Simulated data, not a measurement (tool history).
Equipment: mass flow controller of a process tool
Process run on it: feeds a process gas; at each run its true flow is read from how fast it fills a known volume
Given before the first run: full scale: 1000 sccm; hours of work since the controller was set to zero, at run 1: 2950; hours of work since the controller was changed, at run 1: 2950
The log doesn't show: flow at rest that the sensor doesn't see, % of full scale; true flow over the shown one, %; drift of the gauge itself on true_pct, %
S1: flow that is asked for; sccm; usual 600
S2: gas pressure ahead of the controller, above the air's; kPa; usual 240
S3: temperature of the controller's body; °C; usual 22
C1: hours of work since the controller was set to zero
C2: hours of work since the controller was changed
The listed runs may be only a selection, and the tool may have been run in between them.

Run 1, hour 0.0: usual settings; C1 2950; C2 2950. Result: true flow (%) 99.77.
Run 2, hour 259.4: usual settings; C1 3118; C2 3118. Result: true flow (%) 99.74.
Run 3, hour 510.3: usual settings but S1 106 sccm; C1 3280; C2 3280. Result: true flow (%) 99.10.
Run 4, hour 680.7: usual settings but S1 137 sccm; C1 3391; C2 3391. Result: true flow (%) 99.09.
Run 5, hour 987.1: usual settings but S1 137 sccm; C1 3589; C2 3589. Result: true flow (%) 99.07.
Run 6, hour 1201.4: usual settings but S1 137 sccm; C1 3728; C2 3728. Result: true flow (%) 98.97.
Run 7, hour 1469.7: usual settings but S1 137 sccm; C1 3901; C2 3901. Result: true flow (%) 99.09.
Run 8, hour 1642.0: usual settings but S1 146 sccm; C1 4013; C2 4013. Result: true flow (%) 99.09.
Run 9, hour 1851.7: usual settings but S1 146 sccm; C1 4148; C2 4148. Result: true flow (%) 99.02.
Run 10, hour 2116.7: usual settings but S1 373 sccm; C1 4320; C2 4320. Result: true flow (%) 99.52.
Run 11, hour 2390.4: usual settings but S1 373 sccm; C1 4497; C2 4497. Result: true flow (%) 99.40.
Run 12, hour 2617.9: usual settings but S1 451 sccm; C1 4644; C2 4644. Result: true flow (%) 99.49.
Run 13, hour 2796.5: usual settings but S1 451 sccm; C1 4759; C2 4759. Result: true flow (%) 99.41.
Run 14, hour 3012.0: usual settings but S1 482 sccm, S2 174 kPa, S3 25 °C; C1 4899; C2 4899. Result: true flow (%) 99.30.
Run 15, hour 3246.1: usual settings but S1 269 sccm, S3 26 °C; C1 5050; C2 5050. Result: true flow (%) 98.91.

Predict the results of run 16:
Run 16, hour 3397.1: usual settings but S1 133 sccm, S3 27 °C; C1 5148; C2 5148. Result: true flow (%) ?.

Run 16 came out at true flow (%) 98.58.
If the tool had no hidden condition, the same run with the same run-to-run variation would have returned true flow (%) 98.56.
